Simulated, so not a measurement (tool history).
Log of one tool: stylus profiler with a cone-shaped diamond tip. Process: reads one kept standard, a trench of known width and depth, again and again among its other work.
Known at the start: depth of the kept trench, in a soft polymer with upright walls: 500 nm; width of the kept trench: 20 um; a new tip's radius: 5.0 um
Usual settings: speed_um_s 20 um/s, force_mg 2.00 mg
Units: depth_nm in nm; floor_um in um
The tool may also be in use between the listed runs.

run	hour	speed_um_s	force_mg	depth_nm	floor_um
1	0.0	20	2.00	502.31	15.53
2	39.7	20	2.00	502.11	15.52
3	63.3	20	2.00	502.35	15.52
4	84.0	20	2.00	502.44	15.53
5	114.1	20	2.00	502.32	15.51
6	147.3	20	2.00	502.41	15.50
7	176.2	20	2.00	502.31	15.53
8	206.5	65	2.00	502.28	15.22
9	243.2	65	2.00	502.51	15.24
10	265.7	65	2.00	502.52	15.25
11	288.7	15	2.00	502.28	15.58
12	321.3	19	2.00	502.21	15.54
13	344.6	19	2.00	502.26	15.54
14	376.0	66	3.98	503.36	15.31
15	399.9	10	3.69	503.49	15.59
16	438.1	10	3.69	503.51	15.57
17	472.0	6	5.49	504.68	15.61
18	508.1	6	5.49	504.72	15.63
19	547.2	32	5.02	504.31	15.49
20	573.3	13	2.00	502.36	15.49
21	609.2	13	2.00	502.37	15.52

Some steps in floor_um between neighbouring runs. How much of each would the tool show without its hidden state too (settings, what came in, random variation), and how much is left for the hidden state, with any gauge scatter that isn't in both results?
The hidden state here: radius of the tip, um; height scale over the true one, %; drift of the gauge itself on depth_nm, %; drift of the gauge itself on floor_um, %.
Run 1 -> 2: no setting changed, nothing entered. floor_um -0.01 um: hidden state -0.01, all else +0.00.
Run 3 -> 4: no setting changed, nothing entered. floor_um +0.01 um: hidden state +0.01, all else +0.00.
Run 7 -> 8: speed_um_s 20 -> 65. floor_um -0.31 um: hidden state +0.00, all else -0.31.
Run 10 -> 11: speed_um_s 65 -> 15. floor_um +0.33 um: hidden state -0.01, all else +0.34.
